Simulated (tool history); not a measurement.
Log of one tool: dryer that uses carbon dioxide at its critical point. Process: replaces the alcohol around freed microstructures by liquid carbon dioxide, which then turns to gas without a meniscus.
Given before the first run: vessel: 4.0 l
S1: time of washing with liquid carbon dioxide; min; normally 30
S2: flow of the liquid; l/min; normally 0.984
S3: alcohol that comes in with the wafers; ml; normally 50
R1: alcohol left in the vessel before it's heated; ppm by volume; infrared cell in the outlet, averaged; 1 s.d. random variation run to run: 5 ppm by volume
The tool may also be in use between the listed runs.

run 1 hour=0 | S1=30 S2=0.984 S3=50 | R1=60
run 2 hour=13.2 | S1=30 S2=0.984 S3=50 | R1=65
run 3 hour=34.5 | S1=30 S2=0.984 S3=50 | R1=67
run 4 hour=56.8 | S1=30 S2=1.384 S3=50 | R1=63
run 5 hour=70.6 | S1=30 S2=0.984 S3=50 | R1=63
run 6 hour=87.9 | S1=30 S2=0.984 S3=50 | R1=82
run 7 hour=104.2 | S1=30 S2=0.984 S3=50 | R1=76
run 8 hour=127.6 | S1=30 S2=0.984 S3=50 | R1=74
run 9 hour=147.6 | S1=30 S2=0.984 S3=50 | R1=83
run 10 hour=166.2 | S1=30 S2=0.984 S3=50 | R1=88
run 11 hour=184.3 | S1=30 S2=0.984 S3=50 | R1=76
run 12 hour=207.7 | S1=30 S2=0.984 S3=50 | R1=88
run 13 hour=222.4 | S1=30 S2=0.724 S3=50 | R1=154
-- hour=232.6 inlet filter changed
run 14 hour=244.7 | S1=30 S2=1.19 S3=50 | R1=89
run 15 hour=261.9 | S1=30 S2=1.19 S3=50 | R1=86
run 16 hour=273.2 | S1=30 S2=1.19 S3=50 | R1=94
run 17 hour=292.5 | S1=30 S2=1.19 S3=50 | R1=86
run 18 hour=303.3 | S1=30 S2=1.19 S3=50 | R1=94
run 19 hour=313.5 | S1=30 S2=1.13 S3=50 | R1=92
run 20 hour=324.4 | S1=30 S2=1.13 S3=50 | R1=99
run 21 hour=338.8 | S1=30 S2=1.13 S3=50 | R1=106
run 22 hour=360.9 | S1=30 S2=1.13 S3=50 | R1=94
run 23 hour=379 | S1=30 S2=1.13 S3=50 | R1=110
run 24 hour=389.8 | S1=20 S2=1.212 S3=23 | R1=123
run 25 hour=404.2 | S1=36 S2=0.877 S3=50 | R1=104
run 26 hour=428.5 | S1=30 S2=0.922 S3=59 | R1=123
run 27 hour=446.7 | S1=30 S2=1.168 S3=50 | R1=101
run 28 hour=461.4 | S1=30 S2=0.77 S3=35 | R1=136
run 29 hour=478.2 | S1=30 S2=0.77 S3=35 | R1=145
run 30 hour=498.2 | S1=30 S2=0.595 S3=50 | R1=279
run 31 hour=516.9 | S1=40 S2=0.894 S3=69 | R1=116
run 32 hour=540.7 | S1=23 S2=0.984 S3=50 | R1=173
run 33 hour=557.1 | S1=37 S2=0.984 S3=26 | R1=126
run 34 hour=567.5 | S1=25 S2=0.733 S3=50 | R1=263
run 35 hour=588.1 | S1=25 S2=0.733 S3=50 | R1=275
run 36 hour=608.6 | S1=25 S2=0.733 S3=50 | R1=283
run 37 hour=628.4 | S1=37 S2=0.802 S3=32 | R1=136
run 38 hour=645.8 | S1=37 S2=0.802 S3=32 | R1=136
run 39 hour=666.6 | S1=30 S2=0.984 S3=43 | R1=136
run 40 hour=683.3 | S1=29 S2=0.66 S3=34 | R1=224

Forecast run 41:
run 41 hour=706.4 | S1=36 S2=0.883 S3=58 | R1=?

{"run 41": {"R1": 152}}
If the tool had no hidden condition, the same run with the same run-to-run variation would have returned R1 14 ppm by volume.
